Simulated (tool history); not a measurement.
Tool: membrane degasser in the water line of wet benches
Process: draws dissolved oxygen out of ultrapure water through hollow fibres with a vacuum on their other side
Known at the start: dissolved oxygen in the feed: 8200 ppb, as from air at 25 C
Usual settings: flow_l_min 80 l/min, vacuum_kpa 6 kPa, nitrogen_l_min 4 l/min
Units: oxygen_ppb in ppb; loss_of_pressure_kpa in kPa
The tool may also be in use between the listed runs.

run	hour	flow_l_min	vacuum_kpa	nitrogen_l_min	oxygen_ppb	loss_of_pressure_kpa
1	0	80	6	4	136.6	67.78
2	48.8	80	6	4	136.1	67.9
3	83.5	80	4.58	4	75.4	67.76
4	119.5	80	4.58	4	75.5	67.76
5	163.7	80	4.58	4	76.3	68.46
6	193.8	80	4.58	4	75.1	67.82
7	220.7	58	6	4	97.8	49.31
8	250.7	80	6	4	138.9	67.6
9	297.5	80	6	4	139.1	68.65
10	353.2	80	6	4	139	68.21
11	409.6	80	6	4	138	68.9
12	455.6	80	6	4	139.1	68.2
13	480.9	120	6	4	234.2	102.56
14	516.8	120	6	4	239	102.34
15	555.1	80	6	4	138.9	67.75
16	601	86	6	4	151.5	73.64
17	632.1	118	4.15	5.02	109.7	100.42
18	684.2	102	4.93	5.02	111.4	87.23
19	732.7	77	11.63	4	366.6	65.95
20	767	126	6.94	2.06	478.7	108.11
21	790.1	71	8.69	4.37	209	60.52
22	844.1	104	3.9	4.36	76.5	89.59
23	875.2	104	3.9	4.36	78.6	89.02
24	903.4	104	3.9	4.36	78.6	89.37
25	934.5	84	10.11	3.58	358.3	71.78
26	970.8	84	10.11	3.58	360.8	71.88
27	1004	99	9.27	10.66	162.4	85.2
28	1036.1	99	9.27	10.66	165.1	85.32
29	1084.5	99	9.27	10.66	164.9	85.17
30	1130.2	49	4.95	10.66	22.7	42.16
31	1179.7	49	4.95	10.66	22	42.47

Forecast each of these 4 alternatives for the next run:
A	1222.9	49	4.95	3.41	?	?
B	1222.9	69	14.28	5.49	?	?
C	1222.9	71	4.95	4.4	?	?
D	1222.9	80	6.2	3.76	?	?

run	oxygen_ppb	loss_of_pressure_kpa
A	65.4	42.26
B	327	59.39
C	77.5	61.38
D	157.3	68.42
Without the tool's hidden state the same runs would have given:
run	oxygen_ppb	loss_of_pressure_kpa
A	57.5	41.13
B	318.9	57.8
C	68	59.74
D	145.1	66.58

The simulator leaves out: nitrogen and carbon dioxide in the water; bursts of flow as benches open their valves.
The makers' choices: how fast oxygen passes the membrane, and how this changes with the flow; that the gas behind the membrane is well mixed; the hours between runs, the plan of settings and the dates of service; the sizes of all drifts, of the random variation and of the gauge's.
